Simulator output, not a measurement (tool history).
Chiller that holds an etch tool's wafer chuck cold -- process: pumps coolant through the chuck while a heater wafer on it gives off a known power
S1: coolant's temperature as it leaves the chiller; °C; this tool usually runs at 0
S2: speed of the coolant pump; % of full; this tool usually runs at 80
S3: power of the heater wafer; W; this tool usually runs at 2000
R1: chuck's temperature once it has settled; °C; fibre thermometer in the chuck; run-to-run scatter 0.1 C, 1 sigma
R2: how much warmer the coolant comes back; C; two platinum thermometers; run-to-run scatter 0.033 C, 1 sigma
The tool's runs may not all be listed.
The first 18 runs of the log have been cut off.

{"run": 19, "hour": 2920.9, "S1": -2, "S2": 80, "S3": 2310, "R1": 19.4, "R2": 5.1}
{"run": 20, "hour": 3013.0, "S1": -2, "S2": 80, "S3": 2310, "R1": 19.6, "R2": 5.12}
{"run": 21, "hour": 3136.8, "S1": 5, "S2": 93, "S3": 1806, "R1": 20.4, "R2": 3.49}
{"hour": 3207.8, "done": "coolant changed, channels flushed"}
{"run": 22, "hour": 3305.1, "S1": 3, "S2": 81, "S3": 2366, "R1": 19.8, "R2": 5.25}
{"run": 23, "hour": 3418.6, "S1": 3, "S2": 81, "S3": 2366, "R1": 19.9, "R2": 5.24}
{"hour": 3490.1, "done": "chiller's thermometer calibrated"}
{"run": 24, "hour": 3549.5, "S1": -4, "S2": 74, "S3": 2894, "R1": 17.9, "R2": 7.01}
{"run": 25, "hour": 3768.6, "S1": -4, "S2": 74, "S3": 2894, "R1": 18, "R2": 7.1}
{"run": 26, "hour": 3898.9, "S1": 3, "S2": 71, "S3": 1180, "R1": 12.5, "R2": 3.02}
{"run": 27, "hour": 4077.4, "S1": -9, "S2": 71, "S3": 2923, "R1": 14.2, "R2": 7.45}
{"run": 28, "hour": 4217.3, "S1": -9, "S2": 71, "S3": 2923, "R1": 14.5, "R2": 7.42}
{"run": 29, "hour": 4443.2, "S1": -9, "S2": 71, "S3": 2923, "R1": 14.7, "R2": 7.48}
{"run": 30, "hour": 4598.1, "S1": -10, "S2": 63, "S3": 1147, "R1": 0.3, "R2": 3.29}
{"run": 31, "hour": 4758.4, "S1": -10, "S2": 63, "S3": 1147, "R1": 0.3, "R2": 3.29}

Here are 5 independent what-if runs from the current tool condition. What would each one return?
{"run": "A", "hour": 4851.6, "S1": -8, "S2": 79, "S3": 1667, "R1": "?", "R2": "?"}
{"run": "B", "hour": 4851.6, "S1": -1, "S2": 80, "S3": 2000, "R1": "?", "R2": "?"}
{"run": "C", "hour": 4851.6, "S1": -10, "S2": 82, "S3": 1147, "R1": "?", "R2": "?"}
{"run": "D", "hour": 4851.6, "S1": -10, "S2": 63, "S3": 1121, "R1": "?", "R2": "?"}
{"run": "E", "hour": 4851.6, "S1": -10, "S2": 63, "S3": 1074, "R1": "?", "R2": "?"}

run=A R1=4.7 R2=3.85
run=B R1=14.2 R2=4.59
run=C R1=-1.4 R2=2.61
run=D R1=-0.1 R2=3.24
run=E R1=-0.3 R2=3.18
With no hidden state in the tool, these same runs would have given:
run=A R1=3.7 R2=3.69
run=B R1=12.9 R2=4.4
run=C R1=-2.2 R2=2.5
run=D R1=-0.9 R2=3.11
run=E R1=-1.1 R2=3.05

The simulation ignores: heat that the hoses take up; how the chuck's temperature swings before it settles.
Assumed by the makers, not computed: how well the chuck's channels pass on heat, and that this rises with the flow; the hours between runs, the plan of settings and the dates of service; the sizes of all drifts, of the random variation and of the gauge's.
